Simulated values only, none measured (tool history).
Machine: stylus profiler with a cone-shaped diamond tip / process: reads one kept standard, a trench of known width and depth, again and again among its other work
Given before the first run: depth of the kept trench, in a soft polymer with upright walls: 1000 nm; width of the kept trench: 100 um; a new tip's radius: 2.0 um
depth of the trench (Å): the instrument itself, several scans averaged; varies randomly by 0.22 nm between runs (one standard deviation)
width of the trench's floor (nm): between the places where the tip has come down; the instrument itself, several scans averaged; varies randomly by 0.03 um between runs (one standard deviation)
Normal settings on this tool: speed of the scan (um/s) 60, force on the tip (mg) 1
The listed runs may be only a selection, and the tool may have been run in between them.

run,hour,speed of the scan (um/s),force on the tip (mg),depth of the trench (Å),width of the trench's floor (nm)
1,0,60,1,10039.7,96190
2,32.6,91,1,10045.9,96060
3,74.4,118,1,10040.3,95920
4,99.3,60,2.66,10079.5,96350
5,131.5,60,2.66,10083.5,96370
6,171.8,60,2.66,10081,96350
7,219.9,60,1,10048.3,96240
8,257.3,67,1,10045.8,96160
9,288.7,60,0.85,10039.2,96190
10,317,60,0.85,10038.2,96170
11,355,60,0.85,10035.2,96170
12,384.9,60,0.85,10039.7,96190
13,431.4,60,0.85,10036.6,96140
14,477,60,0.85,10035.4,96200
15,513.1,30,1.3,10049.9,96380
16,551.3,109,0.43,10022.7,95650
17,594.1,62,1.95,10062.9,96280
18,639.7,15,0.36,10023.1,96390
19,673.1,210,2.87,10079.7,95840
20,712.1,60,0.98,10041.9,96180
21,742.4,76,0.87,10037.3,96070
22,790.3,15,2.89,10087.2,96500
23,839.7,15,2.89,10085,96480
24,884.6,40,0.35,10021.2,96150
25,932.1,67,2.64,10080.4,96270
26,977.9,43,1.65,10058.3,96330
27,1017.3,118,1.74,10064.8,96080
28,1069,84,0.54,10025.1,95860

Each row is a separate what-if for the run after 28, all from the same tool condition, not one after another. Results?
A,1099.4,138,0.98,?,?
B,1099.4,84,1.51,?,?
C,1099.4,95,2.42,?,?
D,1099.4,84,0.83,?,?
E,1099.4,30,1,?,?

run,depth of the trench (Å),width of the trench's floor (nm)
A,10040.7,95740
B,10059.1,96210
C,10080.1,96200
D,10036.8,96050
E,10043.3,96390
Stripped of hidden state, with their random variation kept, the same runs would have yielded:
run,depth of the trench (Å),width of the trench's floor (nm)
A,10041,95750
B,10059.5,96230
C,10080.5,96210
D,10037.1,96060
E,10043.6,96400

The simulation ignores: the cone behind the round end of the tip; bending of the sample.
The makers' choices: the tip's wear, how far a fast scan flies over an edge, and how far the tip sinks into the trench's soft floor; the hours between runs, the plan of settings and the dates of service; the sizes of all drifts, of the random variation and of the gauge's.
